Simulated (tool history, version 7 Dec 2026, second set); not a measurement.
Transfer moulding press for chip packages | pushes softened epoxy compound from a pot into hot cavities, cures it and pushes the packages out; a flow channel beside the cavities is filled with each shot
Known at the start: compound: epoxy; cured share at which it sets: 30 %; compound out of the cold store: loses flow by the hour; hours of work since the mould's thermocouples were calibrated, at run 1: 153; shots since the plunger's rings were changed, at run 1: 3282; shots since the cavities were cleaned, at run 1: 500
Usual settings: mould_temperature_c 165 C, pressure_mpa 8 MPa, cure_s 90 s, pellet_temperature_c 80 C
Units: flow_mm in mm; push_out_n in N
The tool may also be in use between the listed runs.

run	hour	mould_temperature_c	pressure_mpa	cure_s	pellet_temperature_c	hours of work since the mould's thermocouples were calibrated	shots since the plunger's rings were changed	shots since the cavities were cleaned	incoming compound's hours out of the cold store	flow_mm	push_out_n
1	0	165	8	90	80	153	3282	500	38.3	643	673
# hour 25.5: cavities cleaned with cleaning compound and waxed
2	46.4	165	8	90	80	189	4052	359	33.4	662	616
# hour 76.9: cavities cleaned with cleaning compound and waxed
3	114.4	165	8	90	80	242	5192	643	35.5	633	716
# hour 126.7: cavities cleaned with cleaning compound and waxed
# hour 152.9: plunger's sealing rings changed
# hour 181: cavities cleaned with cleaning compound and waxed
4	181	161	8	90	80	291	455	0	46.9	633	540
# hour 230.9: cavities cleaned with cleaning compound and waxed
5	254.6	161	8	90	80	349	1692	407	42.3	645	849
# hour 281.7: cavities cleaned with cleaning compound and waxed
6	315.3	161	8	90	80	396	2707	575	44.1	622	874
# hour 332.9: cavities cleaned with cleaning compound and waxed
# hour 385.4: cavities cleaned with cleaning compound and waxed
7	402.6	165	8	99	80	463	4152	294	45.3	608	541
# hour 434.7: cavities cleaned with cleaning compound and waxed
8	455.5	165	8	90	80	504	5035	357	28.7	670	685
# hour 483.4: cavities cleaned with cleaning compound and waxed
# hour 495.6: mould's thermocouples calibrated
# hour 503.3: plunger's sealing rings changed
9	516.7	165	8	90	80	15	228	492	20.7	770	674
# hour 540.8: cavities cleaned with cleaning compound and waxed
# hour 591.5: cavities cleaned with cleaning compound and waxed
10	600.7	165	8	90	76	80	1619	159	40.3	640	518
11	636.6	172	8	90	80	108	2234	774	28.4	680	535
# hour 642.6: cavities cleaned with cleaning compound and waxed
# hour 692.3: cavities cleaned with cleaning compound and waxed
12	713.1	172	8	90	80	167	3495	357	42.2	604	476
# hour 741: cavities cleaned with cleaning compound and waxed
# hour 792.7: cavities cleaned with cleaning compound and waxed
13	796.5	165	8	90	83	231	4873	65	11.4	765	501
14	832.7	165	6.1	90	88	260	5494	686	37.3	547	660
# hour 843.1: cavities cleaned with cleaning compound and waxed
# hour 851.3: plunger's sealing rings changed
# hour 896.6: cavities cleaned with cleaning compound and waxed
15	905.8	165	9.93	124	83	314	910	158	39.1	731	391
16	940.5	165	6.23	103	80	342	1505	753	34.8	581	597
# hour 947.3: cavities cleaned with cleaning compound and waxed
17	986.1	162	6.23	103	76	377	2260	665	11.5	712	709
# hour 1002.1: cavities cleaned with cleaning compound and waxed
# hour 1051.6: cavities cleaned with cleaning compound and waxed
18	1071	162	6.15	103	76	443	3664	331	45.9	529	576
# hour 1103: cavities cleaned with cleaning compound and waxed
19	1109	162	6.15	103	76	472	4291	103	21.6	642	502
# hour 1153: cavities cleaned with cleaning compound and waxed
20	1159.1	166	8	90	82	511	5124	103	33	637	490
# hour 1190.9: mould's thermocouples calibrated
# hour 1198.7: plunger's sealing rings changed
21	1200.7	167	8	113	80	6	33	739	15.4	789	530
# hour 1210.2: cavities cleaned with cleaning compound and waxed
22	1257	165	8	96	83	50	973	803	45.1	635	637
# hour 1264.5: cavities cleaned with cleaning compound and waxed
# hour 1314.4: cavities cleaned with cleaning compound and waxed
23	1334.3	165	6.28	74	85	109	2248	341	40.4	566	918
# hour 1363.6: cavities cleaned with cleaning compound and waxed
24	1377.7	170	7.93	103	72	143	2967	242	33.5	640	446
# hour 1416.6: cavities cleaned with cleaning compound and waxed
25	1421	166	7.93	96	72	176	3684	77	22.3	703	438
# hour 1466.5: cavities cleaned with cleaning compound and waxed
26	1506.8	165	7.53	90	80	243	5128	689	45.4	569	672

Forecast each of these 3 alternatives for the next run:
# hour 1519.3: cavities cleaned with cleaning compound and waxed
# hour 1547.4: plunger's sealing rings changed
A	1555	165	7.53	128	71	279	131	570	37.8	?	?
# hour 1519.3: cavities cleaned with cleaning compound and waxed
# hour 1547.4: plunger's sealing rings changed
B	1555	172	6.66	90	71	279	131	570	42.2	?	?
# hour 1519.3: cavities cleaned with cleaning compound and waxed
# hour 1547.4: plunger's sealing rings changed
C	1555	164	9.38	90	80	279	131	570	36.6	?	?

run	flow_mm	push_out_n
A	665	507
B	575	535
C	735	712
Without the tool's hidden state the same runs would have given:
run	flow_mm	push_out_n
A	666	313
B	576	327
C	736	430
